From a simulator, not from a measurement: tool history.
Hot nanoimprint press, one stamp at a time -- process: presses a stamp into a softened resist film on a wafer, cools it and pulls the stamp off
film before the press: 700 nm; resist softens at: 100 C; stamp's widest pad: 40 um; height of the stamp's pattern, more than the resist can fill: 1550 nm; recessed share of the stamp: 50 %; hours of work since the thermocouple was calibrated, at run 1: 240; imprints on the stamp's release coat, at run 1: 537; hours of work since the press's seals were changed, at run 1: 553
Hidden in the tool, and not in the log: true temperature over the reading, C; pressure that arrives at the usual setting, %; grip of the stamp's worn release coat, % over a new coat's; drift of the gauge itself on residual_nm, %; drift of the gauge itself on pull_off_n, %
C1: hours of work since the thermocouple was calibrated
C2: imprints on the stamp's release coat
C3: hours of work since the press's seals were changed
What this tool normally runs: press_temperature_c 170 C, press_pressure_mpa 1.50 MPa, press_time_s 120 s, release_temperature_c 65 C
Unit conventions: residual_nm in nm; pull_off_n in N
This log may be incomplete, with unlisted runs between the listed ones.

run 1 hour=0.0 | press_temperature_c=170 press_pressure_mpa=1.50 press_time_s=120 release_temperature_c=65 | C1=240 C2=537 C3=553 | residual_nm=288.3 pull_off_n=128
run 2 hour=27.7 | press_temperature_c=170 press_pressure_mpa=1.50 press_time_s=120 release_temperature_c=65 | C1=262 C2=623 C3=575 | residual_nm=288.6 pull_off_n=129
-- hour=36.8 stamp cleaned and given a new release coat
run 3 hour=60.9 | press_temperature_c=170 press_pressure_mpa=1.50 press_time_s=120 release_temperature_c=51 | C1=283 C2=75 C3=597 | residual_nm=291.3 pull_off_n=152
run 4 hour=99.8 | press_temperature_c=170 press_pressure_mpa=1.50 press_time_s=120 release_temperature_c=51 | C1=314 C2=197 C3=627 | residual_nm=294.2 pull_off_n=149
-- hour=121.3 plate thermocouple calibrated
run 5 hour=133.9 | press_temperature_c=170 press_pressure_mpa=1.50 press_time_s=120 release_temperature_c=51 | C1=10 C2=294 C3=652 | residual_nm=280.7 pull_off_n=150
run 6 hour=160.3 | press_temperature_c=170 press_pressure_mpa=1.50 press_time_s=120 release_temperature_c=51 | C1=31 C2=376 C3=673 | residual_nm=279.8 pull_off_n=153
run 7 hour=200.2 | press_temperature_c=170 press_pressure_mpa=1.50 press_time_s=120 release_temperature_c=51 | C1=62 C2=501 C3=704 | residual_nm=279.6 pull_off_n=157
run 8 hour=222.7 | press_temperature_c=170 press_pressure_mpa=1.50 press_time_s=120 release_temperature_c=51 | C1=80 C2=571 C3=722 | residual_nm=282.1 pull_off_n=157
-- hour=247.1 stamp cleaned and given a new release coat
run 9 hour=247.3 | press_temperature_c=166 press_pressure_mpa=1.50 press_time_s=120 release_temperature_c=55 | C1=95 C2=0 C3=737 | residual_nm=330.2 pull_off_n=136
run 10 hour=282.6 | press_temperature_c=169 press_pressure_mpa=1.41 press_time_s=124 release_temperature_c=53 | C1=123 C2=111 C3=764 | residual_nm=302.7 pull_off_n=144
run 11 hour=303.6 | press_temperature_c=169 press_pressure_mpa=1.41 press_time_s=124 release_temperature_c=53 | C1=139 C2=176 C3=781 | residual_nm=302.3 pull_off_n=148
run 12 hour=333.1 | press_temperature_c=182 press_pressure_mpa=1.73 press_time_s=138 release_temperature_c=73 | C1=162 C2=269 C3=804 | residual_nm=164.9 pull_off_n=109
run 13 hour=378.5 | press_temperature_c=170 press_pressure_mpa=1.99 press_time_s=120 release_temperature_c=59 | C1=198 C2=410 C3=840 | residual_nm=245.4 pull_off_n=138
run 14 hour=406.1 | press_temperature_c=166 press_pressure_mpa=1.48 press_time_s=120 release_temperature_c=59 | C1=220 C2=497 C3=862 | residual_nm=334.5 pull_off_n=137

How the hidden state differs across the entries between the runs, from the last listed run before each to the first after it:
From run 2 to run 3: stamp cleaned and given a new release coat (hour 36.8)
  true temperature over the reading, C: -1.12 -> -1.2; pressure that arrives at the usual setting, %: 97.45 -> 97.35; grip of the stamp's worn release coat, % over a new coat's: 7.1 -> 0.8
  difference, measured minus the result without the unlogged condition, residual_nm: +15.6 -> +16.7 nm; pull_off_n: +11 -> +3 N
From run 4 to run 5: plate thermocouple calibrated (hour 121.3)
  true temperature over the reading, C: -1.31 -> 0.12; pressure that arrives at the usual setting, %: 97.2 -> 97.08; grip of the stamp's worn release coat, % over a new coat's: 2.2 -> 3.3
  difference, measured minus the result without the unlogged condition, residual_nm: +18.2 -> +3.7 nm; pull_off_n: +6 -> +5 N
From run 8 to run 9: stamp cleaned and given a new release coat (hour 247.1)
  true temperature over the reading, C: -0.13 -> -0.19; pressure that arrives at the usual setting, %: 96.73 -> 96.66; grip of the stamp's worn release coat, % over a new coat's: 6.5 -> 0
  difference, measured minus the result without the unlogged condition, residual_nm: +6.7 -> +8.5 nm; pull_off_n: +10 -> +0 N
